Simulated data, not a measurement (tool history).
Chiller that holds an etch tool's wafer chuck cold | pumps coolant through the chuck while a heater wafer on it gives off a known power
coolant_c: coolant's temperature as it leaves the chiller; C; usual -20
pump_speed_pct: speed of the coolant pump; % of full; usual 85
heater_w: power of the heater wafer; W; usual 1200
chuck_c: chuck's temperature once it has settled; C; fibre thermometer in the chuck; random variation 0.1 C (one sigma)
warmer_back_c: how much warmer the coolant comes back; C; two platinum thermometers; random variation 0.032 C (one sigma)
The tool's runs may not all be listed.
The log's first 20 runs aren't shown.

Run 21, hour 624.5: usual settings but pump_speed_pct 66 % of full, heater_w 944 W. Result: chuck_c -9.1 C, warmer_back_c 4.26 C.
Run 22, hour 664: usual settings but coolant_c -11 C, pump_speed_pct 69 % of full, heater_w 689 W. Result: chuck_c -3.2 C, warmer_back_c 2.95 C.
Run 23, hour 690: usual settings but coolant_c -11 C, pump_speed_pct 69 % of full, heater_w 689 W. Result: chuck_c -3.4 C, warmer_back_c 2.93 C.
Run 24, hour 729.2: usual settings but coolant_c -11 C, pump_speed_pct 69 % of full, heater_w 689 W. Result: chuck_c -3.3 C, warmer_back_c 2.92 C.
Run 25, hour 751.8: usual settings but coolant_c -13 C, pump_speed_pct 76 % of full, heater_w 1277 W. Result: chuck_c 0.4 C, warmer_back_c 4.91 C.
Run 26, hour 779.5: usual settings but coolant_c -29 C, pump_speed_pct 71 % of full, heater_w 1132 W. Result: chuck_c -16.7 C, warmer_back_c 4.63 C.
Run 27, hour 805.1: usual settings but coolant_c -15 C, pump_speed_pct 99 % of full, heater_w 940 W. Result: chuck_c -7 C, warmer_back_c 2.84 C.
Run 28, hour 834.1: usual settings but coolant_c -15 C, pump_speed_pct 99 % of full, heater_w 940 W. Result: chuck_c -6.7 C, warmer_back_c 2.75 C.
Run 29, hour 876.5: usual settings but coolant_c -15 C, pump_speed_pct 99 % of full, heater_w 940 W. Result: chuck_c -6.8 C, warmer_back_c 2.76 C.
Run 30, hour 905.1: usual settings but coolant_c -15 C, pump_speed_pct 99 % of full, heater_w 940 W. Result: chuck_c -6.9 C, warmer_back_c 2.77 C.
Run 31, hour 937.1: usual settings but coolant_c -15 C, pump_speed_pct 99 % of full, heater_w 940 W. Result: chuck_c -6.9 C, warmer_back_c 2.8 C.

4 ways to go on from here, each from the tool as it stands after run 31. What would each give?
Run A, hour 971.9: usual settings but coolant_c -29 C, pump_speed_pct 71 % of full, heater_w 1131 W. Result: chuck_c ?, warmer_back_c ?.
Run B, hour 971.9: usual settings but coolant_c -14 C, heater_w 1289 W. Result: chuck_c ?, warmer_back_c ?.
Run C, hour 971.9: usual settings but coolant_c -25 C, pump_speed_pct 99 % of full, heater_w 940 W. Result: chuck_c ?, warmer_back_c ?.
Run D, hour 971.9: usual settings but coolant_c -21 C. Result: chuck_c ?, warmer_back_c ?.

run  chuck_c  warmer_back_c
  A    -16.6           4.64
  B     -1.6           4.41
  C    -16.9           2.75
  D     -9.4           4.14
Without the tool's hidden state the same runs would have given:
run  chuck_c  warmer_back_c
  A    -16.6           4.63
  B     -1.6            4.4
  C    -16.9           2.74
  D     -9.5           4.13

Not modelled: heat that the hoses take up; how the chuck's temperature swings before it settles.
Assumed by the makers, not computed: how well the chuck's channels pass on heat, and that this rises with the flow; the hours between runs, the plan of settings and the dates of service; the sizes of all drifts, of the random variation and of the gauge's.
